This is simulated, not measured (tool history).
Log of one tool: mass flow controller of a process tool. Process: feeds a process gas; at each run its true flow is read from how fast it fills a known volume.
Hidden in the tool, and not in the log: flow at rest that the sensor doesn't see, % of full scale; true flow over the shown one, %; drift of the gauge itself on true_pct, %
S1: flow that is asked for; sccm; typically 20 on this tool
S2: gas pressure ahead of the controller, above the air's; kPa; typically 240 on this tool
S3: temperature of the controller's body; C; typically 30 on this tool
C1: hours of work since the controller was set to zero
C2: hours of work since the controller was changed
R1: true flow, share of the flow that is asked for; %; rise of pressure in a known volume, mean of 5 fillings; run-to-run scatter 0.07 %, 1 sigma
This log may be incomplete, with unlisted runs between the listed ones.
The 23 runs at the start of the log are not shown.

run	hour	S1	S2	S3	C1	C2	R1
24	1527.0	7	207	31	2541	2541	98.70
25	1575.6	7	207	31	2569	2569	98.93
26	1645.8	35	204	21	2609	2609	100.32
27	1688.0	29	240	27	2633	2633	99.60
28	1738.8	6	240	30	2662	2662	98.74
29	1810.8	19	154	37	2703	2703	99.25
30	1876.8	17	231	37	2740	2740	98.76
31	1947.3	17	231	37	2781	2781	98.85
32	2025.2	17	231	37	2825	2825	98.88
33	2085.0	35	235	30	2859	2859	99.73
34	2123.3	8	193	29	2881	2881	99.21
35	2178.4	6	270	30	2912	2912	98.60
36	2262.9	6	270	21	2961	2961	99.18
37	2320.0	14	249	21	2993	2993	99.47
38	2370.4	14	240	27	3022	3022	99.20
39	2422.8	39	182	33	3052	3052	100.31
40	2477.7	46	227	33	3083	3083	100.02
# hour 2542.2: gauge calibrated
41	2568.4	20	173	34	3135	3135	98.74
42	2651.7	20	173	34	3182	3182	98.86
43	2739.5	20	240	38	3232	3232	98.21

Predict each of these 4 candidate next runs independently; none follows another, all start after run 43:
A	2823.8	17	245	38	3281	3281	?
B	2823.8	33	140	35	3281	3281	?
C	2823.8	9	250	34	3281	3281	?
D	2823.8	16	229	32	3281	3281	?

run	R1
A	98.10
B	99.57
C	98.01
D	98.53
Take away the tool's hidden state, keep each run's random variation, and the runs would have read:
run	R1
A	98.00
B	99.47
C	97.89
D	98.42

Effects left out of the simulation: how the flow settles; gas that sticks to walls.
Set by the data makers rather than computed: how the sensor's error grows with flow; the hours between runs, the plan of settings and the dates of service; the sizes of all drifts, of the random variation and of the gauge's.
